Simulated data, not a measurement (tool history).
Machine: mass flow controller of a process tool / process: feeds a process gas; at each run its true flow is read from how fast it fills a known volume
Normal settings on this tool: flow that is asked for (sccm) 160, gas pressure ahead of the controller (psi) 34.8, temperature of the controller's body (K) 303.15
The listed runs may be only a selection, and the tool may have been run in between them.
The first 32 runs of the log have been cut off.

run,day,flow that is asked for (sccm),gas pressure ahead of the controller (psi),temperature of the controller's body (K),true flow (%)
# day 85.117: controller's zero set anew, once more
33,85.612,54,22.2,309.15,95.86
34,88.262,107,34.8,303.15,97.10
35,90.617,107,34.8,303.15,97.05
36,93.904,107,34.8,303.15,96.93
37,95.721,107,34.8,310.15,96.21
38,98.842,160,20.9,304.15,97.81
39,100.579,79,22.5,298.15,97.32
40,103.271,160,32.5,303.15,97.80
41,106.775,160,32.5,295.15,98.64
42,110.200,95,31.9,303.15,96.84
43,112.179,26,26.1,297.15,96.35
44,115.633,94,23.8,301.15,97.07
45,118.792,99,23.8,301.15,97.10
46,121.954,56,25.5,301.15,96.40
47,123.825,56,25.5,301.15,96.30
48,125.833,98,31.3,311.15,95.95

Here are 3 independent what-if runs from the current tool condition. What would each one return?
A,128.846,33,38.3,297.15,?
B,128.846,64,31.3,296.15,?
C,128.846,171,34.8,306.15,?

run,true flow (%)
A,96.20
B,96.94
C,97.34
With the hidden condition removed and each run's random variation left untouched, the same runs would have given:
run,true flow (%)
A,97.74
B,98.28
C,98.54
